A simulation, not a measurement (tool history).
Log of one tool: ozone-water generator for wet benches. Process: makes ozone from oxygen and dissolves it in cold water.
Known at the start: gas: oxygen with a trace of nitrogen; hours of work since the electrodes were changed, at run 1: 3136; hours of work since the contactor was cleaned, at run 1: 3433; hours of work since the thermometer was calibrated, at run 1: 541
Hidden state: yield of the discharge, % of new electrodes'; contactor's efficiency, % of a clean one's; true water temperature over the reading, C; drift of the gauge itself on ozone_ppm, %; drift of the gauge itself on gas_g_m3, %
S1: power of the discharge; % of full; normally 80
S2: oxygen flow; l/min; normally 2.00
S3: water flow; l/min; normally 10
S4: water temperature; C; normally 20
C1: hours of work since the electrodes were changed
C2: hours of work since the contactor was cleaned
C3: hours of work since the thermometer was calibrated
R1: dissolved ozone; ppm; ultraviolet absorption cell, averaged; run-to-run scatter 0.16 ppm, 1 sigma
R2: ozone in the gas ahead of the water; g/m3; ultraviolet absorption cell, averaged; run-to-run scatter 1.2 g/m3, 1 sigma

{"run": 1, "hour": 0.0, "S1": 80, "S2": 2.0, "S3": 10, "S4": 20, "C1": 3136, "C2": 3433, "C3": 541, "R1": 18.6, "R2": 199.4}
{"run": 2, "hour": 156.6, "S1": 80, "S2": 2.0, "S3": 10, "S4": 20, "C1": 3233, "C2": 3529, "C3": 638, "R1": 18.6, "R2": 199.3}
{"run": 3, "hour": 245.3, "S1": 80, "S2": 2.0, "S3": 10, "S4": 17, "C1": 3288, "C2": 3584, "C3": 692, "R1": 19.5, "R2": 197.4}
{"run": 4, "hour": 402.6, "S1": 80, "S2": 2.0, "S3": 10, "S4": 17, "C1": 3385, "C2": 3681, "C3": 790, "R1": 19.0, "R2": 198.6}
{"run": 5, "hour": 486.6, "S1": 80, "S2": 2.0, "S3": 10, "S4": 20, "C1": 3437, "C2": 3733, "C3": 842, "R1": 18.4, "R2": 197.0}
{"run": 6, "hour": 635.1, "S1": 80, "S2": 2.0, "S3": 10, "S4": 25, "C1": 3529, "C2": 3825, "C3": 933, "R1": 17.1, "R2": 193.2}
{"run": 7, "hour": 797.2, "S1": 80, "S2": 2.0, "S3": 10, "S4": 25, "C1": 3629, "C2": 3925, "C3": 1034, "R1": 17.0, "R2": 193.5}
{"run": 8, "hour": 975.6, "S1": 45, "S2": 2.0, "S3": 10, "S4": 20, "C1": 3739, "C2": 4036, "C3": 1144, "R1": 12.9, "R2": 135.8}
{"run": 9, "hour": 1074.9, "S1": 80, "S2": 2.0, "S3": 11, "S4": 20, "C1": 3801, "C2": 4097, "C3": 1205, "R1": 16.5, "R2": 196.0}
{"run": 10, "hour": 1199.6, "S1": 58, "S2": 2.0, "S3": 10, "S4": 20, "C1": 3878, "C2": 4174, "C3": 1282, "R1": 14.8, "R2": 160.9}
{"run": 11, "hour": 1278.0, "S1": 58, "S2": 2.0, "S3": 10, "S4": 20, "C1": 3926, "C2": 4223, "C3": 1331, "R1": 14.5, "R2": 159.2}
{"run": 12, "hour": 1357.8, "S1": 80, "S2": 1.23, "S3": 10, "S4": 20, "C1": 3975, "C2": 4272, "C3": 1380, "R1": 16.0, "R2": 235.9}
{"run": 13, "hour": 1487.9, "S1": 80, "S2": 1.23, "S3": 10, "S4": 20, "C1": 4056, "C2": 4353, "C3": 1461, "R1": 15.9, "R2": 235.2}
{"run": 14, "hour": 1582.4, "S1": 80, "S2": 1.23, "S3": 10, "S4": 20, "C1": 4114, "C2": 4411, "C3": 1519, "R1": 16.0, "R2": 236.4}
{"run": 15, "hour": 1672.8, "S1": 80, "S2": 2.49, "S3": 10, "S4": 20, "C1": 4170, "C2": 4467, "C3": 1575, "R1": 18.6, "R2": 177.2}
{"run": 16, "hour": 1759.8, "S1": 80, "S2": 2.49, "S3": 10, "S4": 20, "C1": 4224, "C2": 4521, "C3": 1629, "R1": 18.7, "R2": 177.0}
{"run": 17, "hour": 1856.4, "S1": 80, "S2": 2.65, "S3": 8, "S4": 13, "C1": 4284, "C2": 4580, "C3": 1689, "R1": 25.1, "R2": 173.0}
{"run": 18, "hour": 1951.3, "S1": 80, "S2": 2.65, "S3": 8, "S4": 13, "C1": 4342, "C2": 4639, "C3": 1747, "R1": 24.9, "R2": 172.8}
{"run": 19, "hour": 2121.8, "S1": 80, "S2": 2.65, "S3": 8, "S4": 13, "C1": 4448, "C2": 4744, "C3": 1853, "R1": 24.6, "R2": 172.3}
{"run": 20, "hour": 2206.5, "S1": 80, "S2": 2.65, "S3": 8, "S4": 13, "C1": 4500, "C2": 4797, "C3": 1905, "R1": 24.8, "R2": 172.4}
{"run": 21, "hour": 2367.0, "S1": 59, "S2": 2.28, "S3": 10, "S4": 17, "C1": 4599, "C2": 4896, "C3": 2004, "R1": 15.7, "R2": 149.5}
{"run": 22, "hour": 2499.3, "S1": 72, "S2": 1.4, "S3": 7, "S4": 20, "C1": 4681, "C2": 4978, "C3": 2086, "R1": 21.0, "R2": 208.6}
{"run": 23, "hour": 2670.8, "S1": 80, "S2": 2.09, "S3": 10, "S4": 20, "C1": 4787, "C2": 5084, "C3": 2192, "R1": 17.7, "R2": 186.3}
{"run": 24, "hour": 2822.7, "S1": 80, "S2": 2.09, "S3": 7, "S4": 26, "C1": 4881, "C2": 5178, "C3": 2286, "R1": 21.4, "R2": 188.7}
{"run": 25, "hour": 2909.5, "S1": 71, "S2": 2.0, "S3": 10, "S4": 20, "C1": 4935, "C2": 5231, "C3": 2340, "R1": 16.2, "R2": 177.6}
{"run": 26, "hour": 3006.9, "S1": 57, "S2": 3.58, "S3": 10, "S4": 20, "C1": 4995, "C2": 5292, "C3": 2400, "R1": 15.3, "R2": 121.3}
{"run": 27, "hour": 3101.5, "S1": 57, "S2": 1.26, "S3": 10, "S4": 20, "C1": 5054, "C2": 5350, "C3": 2458, "R1": 12.4, "R2": 185.7}
{"run": 28, "hour": 3232.2, "S1": 57, "S2": 1.26, "S3": 10, "S4": 20, "C1": 5134, "C2": 5431, "C3": 2539, "R1": 12.5, "R2": 186.5}
{"run": 29, "hour": 3379.6, "S1": 80, "S2": 2.0, "S3": 10, "S4": 22, "C1": 5226, "C2": 5522, "C3": 2630, "R1": 16.8, "R2": 189.6}
{"run": 30, "hour": 3542.7, "S1": 80, "S2": 1.63, "S3": 10, "S4": 21, "C1": 5326, "C2": 5623, "C3": 2731, "R1": 16.2, "R2": 205.3}
{"run": 31, "hour": 3685.2, "S1": 80, "S2": 1.63, "S3": 10, "S4": 21, "C1": 5415, "C2": 5711, "C3": 2819, "R1": 16.4, "R2": 202.9}

Branching from run 31: 5 alternative next runs. What would each branch give?
{"run": "A", "hour": 3803.8, "S1": 40, "S2": 1.63, "S3": 10, "S4": 21, "C1": 5488, "C2": 5784, "C3": 2893, "R1": "?", "R2": "?"}
{"run": "B", "hour": 3803.8, "S1": 53, "S2": 1.01, "S3": 10, "S4": 17, "C1": 5488, "C2": 5784, "C3": 2893, "R1": "?", "R2": "?"}
{"run": "C", "hour": 3803.8, "S1": 80, "S2": 1.99, "S3": 11, "S4": 12, "C1": 5488, "C2": 5784, "C3": 2893, "R1": "?", "R2": "?"}
{"run": "D", "hour": 3803.8, "S1": 80, "S2": 2.0, "S3": 9, "S4": 20, "C1": 5488, "C2": 5784, "C3": 2893, "R1": "?", "R2": "?"}
{"run": "E", "hour": 3803.8, "S1": 80, "S2": 3.12, "S3": 10, "S4": 15, "C1": 5488, "C2": 5784, "C3": 2893, "R1": "?", "R2": "?"}

run=A R1=10.8 R2=134.4
run=B R1=11.3 R2=192.6
run=C R1=17.3 R2=187.7
run=D R1=18.7 R2=186.6
run=E R1=20.0 R2=157.4
With no hidden state in the tool, these same runs would have given:
run=A R1=12.2 R2=145.3
run=B R1=13.0 R2=212.9
run=C R1=20.7 R2=214.5
run=D R1=22.3 R2=213.3
run=E R1=23.9 R2=179.7
